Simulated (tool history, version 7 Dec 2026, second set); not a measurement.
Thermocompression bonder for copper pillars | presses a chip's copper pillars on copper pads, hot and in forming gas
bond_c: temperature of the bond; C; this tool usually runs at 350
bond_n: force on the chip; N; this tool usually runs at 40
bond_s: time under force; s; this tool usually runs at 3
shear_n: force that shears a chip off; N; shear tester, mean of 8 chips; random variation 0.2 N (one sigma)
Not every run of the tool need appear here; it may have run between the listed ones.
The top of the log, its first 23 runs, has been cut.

run     day  bond_c  bond_n  bond_s  hours of work since the heater was calibrated  hours of work since the force cell was calibrated  hours of work since the gas filter was changed  shear_n
     29.079  -- heater calibrated with a thermocouple chip, once more
 24  29.442     340      41       8                                              4                                               1197                                             123     73.9
 25  30.479     379      53       3                                             17                                               1210                                             136     81.2
 26  32.233     363      40       2                                             39                                               1231                                             158     61.6
 27  34.129     363      27       3                                             62                                               1255                                             181     56.5
 28  35.679     321      45       8                                             81                                               1274                                             200     67.0
 29  37.642     321      45       8                                            106                                               1298                                             224     66.8
 30  38.479     351      40       3                                            116                                               1308                                             235     62.1
 31  40.121     380      40       3                                            136                                               1329                                             255     74.0
     41.454  -- forming gas filter changed
 32  41.454     345      39       3                                            152                                               1345                                               0     61.0
 33  43.188     345      35       3                                            174                                               1366                                              21     57.7
 34  44.633     345      35       3                                            192                                               1384                                              39     57.5
 35  46.467     371      35       3                                            214                                               1407                                              62     69.6
 36  48.104     359      40       2                                            235                                               1427                                              82     61.1
 37  49.846     374      30       2                                            256                                               1448                                             104     59.1
 38  51.262     374      30       2                                            274                                               1466                                             121     58.8
 39  53.042     345      39       2                                            295                                               1488                                             143     53.7

Forecast each of these 5 alternatives for the next run:
  A  53.942     350      36       2                                            307                                               1499                                             154        ?
  B  53.942     320      31       7                                            307                                               1499                                             154        ?
  C  53.942     350      40       6                                            307                                               1499                                             154        ?
  D  53.942     360      57       3                                            307                                               1499                                             154        ?
  E  53.942     350      37       3                                            307                                               1499                                             154        ?

run  shear_n
  A     53.1
  B     54.8
  C     74.1
  D     77.4
  E     60.8
With the hidden condition removed and each run's random variation left untouched, the same runs would have given:
run  shear_n
  A     51.9
  B     53.6
  C     73.7
  D     77.2
  E     59.7
